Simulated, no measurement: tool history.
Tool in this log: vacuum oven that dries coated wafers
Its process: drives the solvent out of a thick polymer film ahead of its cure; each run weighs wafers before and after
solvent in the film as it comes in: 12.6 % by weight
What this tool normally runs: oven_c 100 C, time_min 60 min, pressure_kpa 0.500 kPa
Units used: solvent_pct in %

| run | hour | oven_c | time_min | pressure_kpa | solvent_pct |
|---|---|---|---|---|---|
| 1 | 0.0 | 100 | 60 | 0.500 | 1.41 |
| 2 | 42.9 | 100 | 60 | 0.500 | 1.44 |
| 3 | 91.0 | 100 | 60 | 0.500 | 1.45 |
| 4 | 124.4 | 100 | 60 | 1.178 | 1.70 |
| 5 | 184.3 | 100 | 60 | 1.178 | 1.72 |
| 6 | 239.6 | 112 | 60 | 1.178 | 0.79 |
| 7 | 294.4 | 100 | 38 | 0.500 | 2.86 |
| 8 | 339.8 | 95 | 38 | 0.500 | 3.59 |
| 9 | 388.0 | 95 | 38 | 0.500 | 3.55 |
| 10 | 425.4 | 95 | 38 | 0.500 | 3.62 |
| 11 | 460.3 | 100 | 60 | 1.826 | 2.09 |
| 12 | 504.5 | 100 | 60 | 1.826 | 2.14 |
| 13 | 546.0 | 100 | 60 | 1.826 | 2.12 |
| 14 | 608.8 | 100 | 60 | 1.705 | 2.04 |
| 15 | 648.7 | 101 | 60 | 0.500 | 1.46 |
| 16 | 692.2 | 101 | 60 | 0.500 | 1.42 |
| 17 | 730.3 | 101 | 60 | 0.500 | 1.36 |
| 18 | 788.2 | 101 | 60 | 0.500 | 1.44 |
| 19 | 842.6 | 101 | 60 | 0.500 | 1.41 |
| 20 | 887.0 | 101 | 60 | 0.500 | 1.43 |
| 21 | 945.3 | 101 | 60 | 0.500 | 1.43 |
| 22 | 995.9 | 100 | 60 | 1.483 | 2.00 |
| 23 | 1029.7 | 100 | 60 | 1.483 | 2.03 |
| 24 | 1076.9 | 100 | 60 | 1.483 | 2.02 |
| 25 | 1135.8 | 100 | 60 | 1.483 | 2.02 |
| 26 | 1187.2 | 109 | 30 | 1.483 | 2.82 |
| 27 | 1224.6 | 112 | 30 | 1.483 | 2.40 |
| 28 | 1280.5 | 100 | 60 | 0.462 | 1.61 |
|  | 1308.8 | oven's thermocouples calibrated |
| 29 | 1337.5 | 104 | 96 | 1.360 | 0.94 |
| 30 | 1371.8 | 100 | 55 | 1.288 | 2.12 |
| 31 | 1422.3 | 105 | 31 | 0.582 | 2.88 |
|  | 1430.2 | vacuum gauge cleaned of residue and calibrated |
| 32 | 1477.8 | 105 | 31 | 0.641 | 2.98 |
| 33 | 1535.2 | 105 | 49 | 0.573 | 1.60 |
| 34 | 1568.8 | 100 | 53 | 0.500 | 1.93 |
| 35 | 1611.7 | 86 | 60 | 0.646 | 3.87 |
| 36 | 1679.6 | 86 | 60 | 0.646 | 3.84 |
| 37 | 1728.2 | 94 | 60 | 0.836 | 2.65 |
| 38 | 1767.0 | 94 | 60 | 0.836 | 2.71 |
|  | 1779.6 | vacuum gauge cleaned of residue and calibrated, once more |
| 39 | 1801.7 | 108 | 50 | 0.465 | 1.01 |
| 40 | 1832.3 | 108 | 50 | 0.465 | 1.00 |
| 41 | 1871.0 | 108 | 67 | 1.635 | 0.96 |
| 42 | 1919.9 | 100 | 44 | 0.500 | 2.23 |
| 43 | 1960.9 | 114 | 44 | 1.656 | 1.17 |

Expected results for the next run?
| 44 | 2014.1 | 101 | 32 | 0.300 | ? |

Run 44 measured solvent_pct 3.12 %.
If the tool had no hidden condition, the same run with the same run-to-run variation would have returned solvent_pct 3.06 %.
